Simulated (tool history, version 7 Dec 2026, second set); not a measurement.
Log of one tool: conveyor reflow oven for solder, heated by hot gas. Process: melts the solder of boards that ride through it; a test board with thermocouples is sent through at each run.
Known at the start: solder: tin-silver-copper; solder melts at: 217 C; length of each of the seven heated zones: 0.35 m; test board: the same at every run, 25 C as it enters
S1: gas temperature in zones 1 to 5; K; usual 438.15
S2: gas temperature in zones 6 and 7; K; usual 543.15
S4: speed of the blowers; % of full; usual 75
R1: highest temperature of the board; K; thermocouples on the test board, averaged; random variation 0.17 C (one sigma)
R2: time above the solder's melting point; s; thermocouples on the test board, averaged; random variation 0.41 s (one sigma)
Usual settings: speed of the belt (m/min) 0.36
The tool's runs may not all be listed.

{"run": 1, "day": 0.0, "S1": 438.15, "S2": 543.15, "speed of the belt (m/min)": 0.36, "S4": 75, "R1": 534.25, "R2": 94.8}
{"run": 2, "day": 0.746, "S1": 438.15, "S2": 543.15, "speed of the belt (m/min)": 0.36, "S4": 75, "R1": 534.55, "R2": 94.6}
{"run": 3, "day": 1.404, "S1": 438.15, "S2": 543.15, "speed of the belt (m/min)": 0.36, "S4": 75, "R1": 534.65, "R2": 95.3}
{"run": 4, "day": 2.096, "S1": 438.15, "S2": 543.15, "speed of the belt (m/min)": 0.36, "S4": 85, "R1": 535.35, "R2": 96.2}
{"run": 5, "day": 2.875, "S1": 438.15, "S2": 543.15, "speed of the belt (m/min)": 0.36, "S4": 85, "R1": 535.25, "R2": 96.1}
{"run": 6, "day": 3.225, "S1": 438.15, "S2": 543.15, "speed of the belt (m/min)": 0.36, "S4": 85, "R1": 535.25, "R2": 96.7}
{"day": 3.817, "done": "thermocouples of zones 6 and 7 changed"}
{"run": 7, "day": 4.042, "S1": 438.15, "S2": 543.15, "speed of the belt (m/min)": 0.36, "S4": 75, "R1": 532.85, "R2": 94}
{"run": 8, "day": 4.767, "S1": 438.15, "S2": 543.15, "speed of the belt (m/min)": 0.36, "S4": 75, "R1": 532.85, "R2": 94.5}
{"run": 9, "day": 5.25, "S1": 438.15, "S2": 543.15, "speed of the belt (m/min)": 0.36, "S4": 75, "R1": 532.75, "R2": 93.5}
{"run": 10, "day": 5.983, "S1": 438.15, "S2": 532.15, "speed of the belt (m/min)": 0.36, "S4": 75, "R1": 522.95, "R2": 84}
{"run": 11, "day": 6.762, "S1": 438.15, "S2": 532.15, "speed of the belt (m/min)": 0.36, "S4": 75, "R1": 522.35, "R2": 83.6}
{"run": 12, "day": 7.412, "S1": 438.15, "S2": 532.15, "speed of the belt (m/min)": 0.36, "S4": 75, "R1": 522.75, "R2": 84.6}
{"run": 13, "day": 8.092, "S1": 438.15, "S2": 549.15, "speed of the belt (m/min)": 0.389, "S4": 75, "R1": 536.25, "R2": 88.9}
{"run": 14, "day": 8.779, "S1": 438.15, "S2": 549.15, "speed of the belt (m/min)": 0.389, "S4": 75, "R1": 536.35, "R2": 89.5}
{"run": 15, "day": 9.3, "S1": 438.15, "S2": 549.15, "speed of the belt (m/min)": 0.389, "S4": 75, "R1": 536.05, "R2": 89}
{"run": 16, "day": 9.871, "S1": 433.15, "S2": 549.15, "speed of the belt (m/min)": 0.318, "S4": 73, "R1": 540.75, "R2": 111.9}
{"run": 17, "day": 10.729, "S1": 444.15, "S2": 549.15, "speed of the belt (m/min)": 0.318, "S4": 80, "R1": 542.75, "R2": 119}
{"run": 18, "day": 11.204, "S1": 438.15, "S2": 543.15, "speed of the belt (m/min)": 0.4, "S4": 75, "R1": 529.95, "R2": 80.4}

The next listed run, before its measurement:
{"run": 19, "day": 11.946, "S1": 426.15, "S2": 543.15, "speed of the belt (m/min)": 0.368, "S4": 54, "R1": "?", "R2": "?"}

Run 19 gave R1 527.05 K, R2 78.7 s.
Without the tool's hidden state the same run would have given R1 527.45 K, R2 78.3 s.

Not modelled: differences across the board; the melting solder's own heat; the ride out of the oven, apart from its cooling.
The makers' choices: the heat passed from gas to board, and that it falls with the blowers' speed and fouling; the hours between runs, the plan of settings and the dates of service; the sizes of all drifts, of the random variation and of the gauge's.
